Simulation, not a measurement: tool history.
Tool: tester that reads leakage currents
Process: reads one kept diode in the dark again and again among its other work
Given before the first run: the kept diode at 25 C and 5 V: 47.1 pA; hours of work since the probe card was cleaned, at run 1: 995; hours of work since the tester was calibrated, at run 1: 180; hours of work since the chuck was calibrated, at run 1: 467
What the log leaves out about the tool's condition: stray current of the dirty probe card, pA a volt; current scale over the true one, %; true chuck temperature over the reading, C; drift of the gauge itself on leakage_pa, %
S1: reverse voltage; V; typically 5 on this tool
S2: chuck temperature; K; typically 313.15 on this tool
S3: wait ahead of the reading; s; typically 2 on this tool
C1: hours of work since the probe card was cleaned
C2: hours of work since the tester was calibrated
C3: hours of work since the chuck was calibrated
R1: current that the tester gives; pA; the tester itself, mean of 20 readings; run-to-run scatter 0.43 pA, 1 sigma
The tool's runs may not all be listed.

run	hour	S1	S2	S3	C1	C2	C3	R1
1	0	5	313.15	2	995	180	467	134.69
2	44.3	5	313.15	2	1025	210	498	135.18
3	82	5	313.15	2	1051	236	523	134.4
4	114.9	5	313.15	1.25	1073	259	546	134.07
5	145.9	5	313.15	8.37	1095	280	567	133.65
6	194	5	313.15	2	1128	313	600	134.09
7	239.3	4.12	313.15	2	1159	344	631	121.32
8	268	4.12	313.15	2	1178	364	651	120.44
9	301.3	4.12	313.15	2	1201	386	673	121.04
10	323.2	4.12	313.15	2	1216	401	689	120.49
11	363	5	313.15	2	1243	429	716	131.74
12	389.8	5	313.15	2	1262	447	734	131.7
13	427.4	5	313.15	2	1287	473	760	131.47
# hour 468.2: chuck's temperature calibrated
14	477.1	2.02	313.15	2	1320	505	6	96.16
15	498.6	5	313.15	2	1335	520	21	147.66
16	522.5	5	313.15	2	1351	536	37	147.03
17	569.2	5	313.15	2	1383	568	69	146.69
# hour 610.8: probe card cleaned and baked
18	610.8	5	313.15	2	0	595	96	138.13
19	644.4	5	313.15	2	23	618	119	138.67
20	671.2	5	313.15	2	41	636	137	138.03
21	715.2	2.9	308.15	8.82	71	666	167	75.75
22	758.8	2.9	308.15	8.82	101	696	197	75.17
23	801.1	5.75	294.15	2.99	130	725	226	36.19
24	830	5.75	329.15	0.34	150	745	246	417.49
25	875	5.75	296.15	3.76	181	776	276	42.21
26	896.6	15.64	306.15	6.69	196	790	291	139.83
27	942.2	15.64	306.15	6.69	227	821	322	139.23
28	971.2	15.64	332.15	6.69	247	841	342	783.19
29	999	15.24	332.15	0.83	266	860	361	771.47
30	1038.9	15.24	324.15	9.85	293	888	389	461.41
31	1086.1	9.28	301.15	2.14	325	920	421	76.17
32	1112.3	9.28	301.15	2.14	343	938	439	75.94
33	1143.6	2.55	295.15	2	365	959	460	26.48
34	1184	2.55	295.15	2	392	987	488	26.34
35	1209.5	3.87	315.15	6.45	410	1004	505	135.02
36	1258.6	14.75	320.15	2	443	1038	539	345.4
37	1297.1	1.82	295.15	1.27	470	1064	565	22.38
38	1333.9	1.82	295.15	1.27	495	1090	590	22.31
39	1378	12.71	295.15	1.53	525	1120	621	58.69

Branching from run 39: 5 alternative next runs. What would each branch give?
A	1423.2	18.54	313.15	1.09	556	1151	652	?
B	1423.2	1.73	299.15	2.33	556	1151	652	?
C	1423.2	12.71	300.15	2.63	556	1151	652	?
D	1423.2	1.69	313.15	2	556	1151	652	?
E	1423.2	5	297.15	2	556	1151	652	?

run	R1
A	240.18
B	29.33
C	82.31
D	78.76
E	42.16
The same runs, with their run-to-run variation unchanged, on a tool lacking any hidden condition would have given:
run	R1
A	254.91
B	31.79
C	83.97
D	86.51
E	44.1
